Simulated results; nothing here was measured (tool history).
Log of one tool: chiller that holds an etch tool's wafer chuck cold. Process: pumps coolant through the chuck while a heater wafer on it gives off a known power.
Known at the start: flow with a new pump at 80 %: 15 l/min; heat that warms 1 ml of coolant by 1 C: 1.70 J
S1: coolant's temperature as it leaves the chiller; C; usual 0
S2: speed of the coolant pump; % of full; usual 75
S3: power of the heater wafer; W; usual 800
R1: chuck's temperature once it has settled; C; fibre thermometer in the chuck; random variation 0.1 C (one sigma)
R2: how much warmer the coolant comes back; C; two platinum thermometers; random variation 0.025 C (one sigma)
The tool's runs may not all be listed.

{"run": 1, "day": 0.0, "S1": 0, "S2": 75, "S3": 800, "R1": 5.8, "R2": 2.07}
{"run": 2, "day": 5.688, "S1": 2, "S2": 75, "S3": 800, "R1": 8.1, "R2": 2.09}
{"run": 3, "day": 10.346, "S1": 0, "S2": 75, "S3": 546, "R1": 4.1, "R2": 1.48}
{"run": 4, "day": 14.483, "S1": 0, "S2": 75, "S3": 1037, "R1": 7.6, "R2": 2.71}
{"run": 5, "day": 20.879, "S1": -6, "S2": 75, "S3": 800, "R1": 0.0, "R2": 2.1}
{"run": 6, "day": 24.417, "S1": -6, "S2": 75, "S3": 800, "R1": 0.0, "R2": 2.09}
{"run": 7, "day": 28.058, "S1": 0, "S2": 75, "S3": 800, "R1": 6.0, "R2": 2.1}
{"run": 8, "day": 35.871, "S1": 0, "S2": 75, "S3": 800, "R1": 6.2, "R2": 2.14}
{"run": 9, "day": 43.442, "S1": 0, "S2": 74, "S3": 800, "R1": 6.2, "R2": 2.14}
{"run": 10, "day": 48.25, "S1": 0, "S2": 74, "S3": 800, "R1": 6.2, "R2": 2.17}
{"run": 11, "day": 53.85, "S1": 0, "S2": 74, "S3": 800, "R1": 6.4, "R2": 2.19}
{"run": 12, "day": 57.675, "S1": 0, "S2": 74, "S3": 800, "R1": 6.4, "R2": 2.16}
{"day": 62.046, "done": "coolant changed, channels flushed"}
{"run": 13, "day": 65.825, "S1": 2, "S2": 67, "S3": 1132, "R1": 10.8, "R2": 3.4}
{"run": 14, "day": 72.5, "S1": -9, "S2": 87, "S3": 619, "R1": -5.0, "R2": 1.43}
{"day": 76.179, "done": "chiller's thermometer calibrated"}
{"run": 15, "day": 78.142, "S1": 0, "S2": 75, "S3": 1043, "R1": 7.2, "R2": 2.82}
{"run": 16, "day": 83.458, "S1": 0, "S2": 75, "S3": 1043, "R1": 7.1, "R2": 2.82}
{"run": 17, "day": 88.988, "S1": 0, "S2": 65, "S3": 800, "R1": 6.2, "R2": 2.48}
{"run": 18, "day": 96.05, "S1": 0, "S2": 65, "S3": 800, "R1": 6.2, "R2": 2.51}
{"run": 19, "day": 104.121, "S1": 0, "S2": 65, "S3": 800, "R1": 6.3, "R2": 2.52}
{"run": 20, "day": 110.25, "S1": 3, "S2": 75, "S3": 800, "R1": 8.4, "R2": 2.19}
{"run": 21, "day": 116.708, "S1": 3, "S2": 75, "S3": 800, "R1": 8.6, "R2": 2.2}
{"run": 22, "day": 122.338, "S1": 3, "S2": 75, "S3": 800, "R1": 8.8, "R2": 2.16}
{"run": 23, "day": 130.5, "S1": 2, "S2": 79, "S3": 678, "R1": 6.7, "R2": 1.76}
{"run": 24, "day": 136.638, "S1": 0, "S2": 88, "S3": 595, "R1": 3.8, "R2": 1.4}

3 ways to go on from here, each from the tool as it stands after run 24. What would each give?
{"run": "A", "day": 144.262, "S1": 9, "S2": 75, "S3": 800, "R1": "?", "R2": "?"}
{"run": "B", "day": 144.262, "S1": 0, "S2": 75, "S3": 466, "R1": "?", "R2": "?"}
{"run": "C", "day": 144.262, "S1": -6, "S2": 99, "S3": 741, "R1": "?", "R2": "?"}

run=A R1=14.9 R2=2.20
run=B R1=3.3 R2=1.28
run=C R1=-1.6 R2=1.54
Without the tool's hidden state the same runs would have given:
run=A R1=14.1 R2=2.00
run=B R1=2.8 R2=1.16
run=C R1=-2.2 R2=1.40
